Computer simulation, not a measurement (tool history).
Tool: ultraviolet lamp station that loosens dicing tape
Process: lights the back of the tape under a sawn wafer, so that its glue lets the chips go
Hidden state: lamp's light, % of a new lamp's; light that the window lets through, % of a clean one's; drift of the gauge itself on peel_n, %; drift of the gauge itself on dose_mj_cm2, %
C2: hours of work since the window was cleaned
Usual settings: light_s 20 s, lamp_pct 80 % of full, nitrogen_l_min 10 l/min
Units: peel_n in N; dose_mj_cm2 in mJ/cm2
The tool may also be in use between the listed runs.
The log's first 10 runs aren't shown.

run 11 hour=689.4 | light_s=20 lamp_pct=80 nitrogen_l_min=10 | hours_of_work_of_the_lamp=449 C2=45 | peel_n=1.347 dose_mj_cm2=235
run 12 hour=738.1 | light_s=20 lamp_pct=80 nitrogen_l_min=5 | hours_of_work_of_the_lamp=481 C2=77 | peel_n=2.22 dose_mj_cm2=229
run 13 hour=805.8 | light_s=20 lamp_pct=80 nitrogen_l_min=5 | hours_of_work_of_the_lamp=525 C2=121 | peel_n=2.185 dose_mj_cm2=225
run 14 hour=872.6 | light_s=20 lamp_pct=80 nitrogen_l_min=10 | hours_of_work_of_the_lamp=569 C2=164 | peel_n=1.528 dose_mj_cm2=218
run 15 hour=948.1 | light_s=20 lamp_pct=80 nitrogen_l_min=10 | hours_of_work_of_the_lamp=618 C2=214 | peel_n=1.624 dose_mj_cm2=215
run 16 hour=1020.1 | light_s=20 lamp_pct=80 nitrogen_l_min=10 | hours_of_work_of_the_lamp=665 C2=261 | peel_n=1.683 dose_mj_cm2=205
run 17 hour=1071 | light_s=20 lamp_pct=80 nitrogen_l_min=10 | hours_of_work_of_the_lamp=698 C2=294 | peel_n=1.736 dose_mj_cm2=203
run 18 hour=1137.2 | light_s=40 lamp_pct=80 nitrogen_l_min=10 | hours_of_work_of_the_lamp=741 C2=337 | peel_n=0.498 dose_mj_cm2=391
run 19 hour=1185.7 | light_s=40 lamp_pct=80 nitrogen_l_min=10 | hours_of_work_of_the_lamp=773 C2=369 | peel_n=0.513 dose_mj_cm2=386
run 20 hour=1258.5 | light_s=20 lamp_pct=62 nitrogen_l_min=10 | hours_of_work_of_the_lamp=821 C2=416 | peel_n=2.678 dose_mj_cm2=146
run 21 hour=1319.6 | light_s=22 lamp_pct=80 nitrogen_l_min=14 | hours_of_work_of_the_lamp=860 C2=456 | peel_n=1.47 dose_mj_cm2=201
run 22 hour=1408.3 | light_s=20 lamp_pct=80 nitrogen_l_min=8 | hours_of_work_of_the_lamp=918 C2=514 | peel_n=2.366 dose_mj_cm2=173
run 23 hour=1471.9 | light_s=17 lamp_pct=87 nitrogen_l_min=10 | hours_of_work_of_the_lamp=960 C2=556 | peel_n=2.493 dose_mj_cm2=151
run 24 hour=1552.2 | light_s=14 lamp_pct=87 nitrogen_l_min=10 | hours_of_work_of_the_lamp=1012 C2=608 | peel_n=3.298 dose_mj_cm2=124
-- hour=1621.9 window cleaned of glue's vapour
run 25 hour=1632.7 | light_s=37 lamp_pct=80 nitrogen_l_min=18 | hours_of_work_of_the_lamp=1064 C2=7 | peel_n=0.531 dose_mj_cm2=304
run 26 hour=1693.9 | light_s=37 lamp_pct=80 nitrogen_l_min=18 | hours_of_work_of_the_lamp=1104 C2=47 | peel_n=0.575 dose_mj_cm2=293
-- hour=1702 lamp changed
run 27 hour=1756.1 | light_s=37 lamp_pct=76 nitrogen_l_min=7 | hours_of_work_of_the_lamp=35 C2=87 | peel_n=0.41 dose_mj_cm2=493
run 28 hour=1829.8 | light_s=36 lamp_pct=80 nitrogen_l_min=10 | hours_of_work_of_the_lamp=83 C2=135 | peel_n=0.298 dose_mj_cm2=490
run 29 hour=1875.9 | light_s=36 lamp_pct=80 nitrogen_l_min=10 | hours_of_work_of_the_lamp=113 C2=165 | peel_n=0.299 dose_mj_cm2=482
run 30 hour=1916.4 | light_s=36 lamp_pct=96 nitrogen_l_min=8 | hours_of_work_of_the_lamp=140 C2=192 | peel_n=0.27 dose_mj_cm2=571
run 31 hour=1961.6 | light_s=36 lamp_pct=96 nitrogen_l_min=8 | hours_of_work_of_the_lamp=169 C2=221 | peel_n=0.287 dose_mj_cm2=570
run 32 hour=2024.3 | light_s=36 lamp_pct=96 nitrogen_l_min=8 | hours_of_work_of_the_lamp=210 C2=262 | peel_n=0.277 dose_mj_cm2=555

5 ways to go on from here, each from the tool as it stands after run 32. What would each give?
run A hour=2070.5 | light_s=36 lamp_pct=85 nitrogen_l_min=4 | hours_of_work_of_the_lamp=240 C2=292 | peel_n=? dose_mj_cm2=?
run B hour=2070.5 | light_s=36 lamp_pct=80 nitrogen_l_min=6 | hours_of_work_of_the_lamp=240 C2=292 | peel_n=? dose_mj_cm2=?
run C hour=2070.5 | light_s=12 lamp_pct=63 nitrogen_l_min=7 | hours_of_work_of_the_lamp=240 C2=292 | peel_n=? dose_mj_cm2=?
run D hour=2070.5 | light_s=20 lamp_pct=98 nitrogen_l_min=10 | hours_of_work_of_the_lamp=240 C2=292 | peel_n=? dose_mj_cm2=?
run E hour=2070.5 | light_s=29 lamp_pct=80 nitrogen_l_min=4 | hours_of_work_of_the_lamp=240 C2=292 | peel_n=? dose_mj_cm2=?

run=A peel_n=0.678 dose_mj_cm2=478
run=B peel_n=0.56 dose_mj_cm2=457
run=C peel_n=3.655 dose_mj_cm2=122
run=D peel_n=0.804 dose_mj_cm2=308
run=E peel_n=1.161 dose_mj_cm2=369
Without the tool's hidden state the same runs would have given:
run=A peel_n=0.504 dose_mj_cm2=548
run=B peel_n=0.416 dose_mj_cm2=525
run=C peel_n=3.238 dose_mj_cm2=140
run=D peel_n=0.602 dose_mj_cm2=354
run=E peel_n=0.894 dose_mj_cm2=423
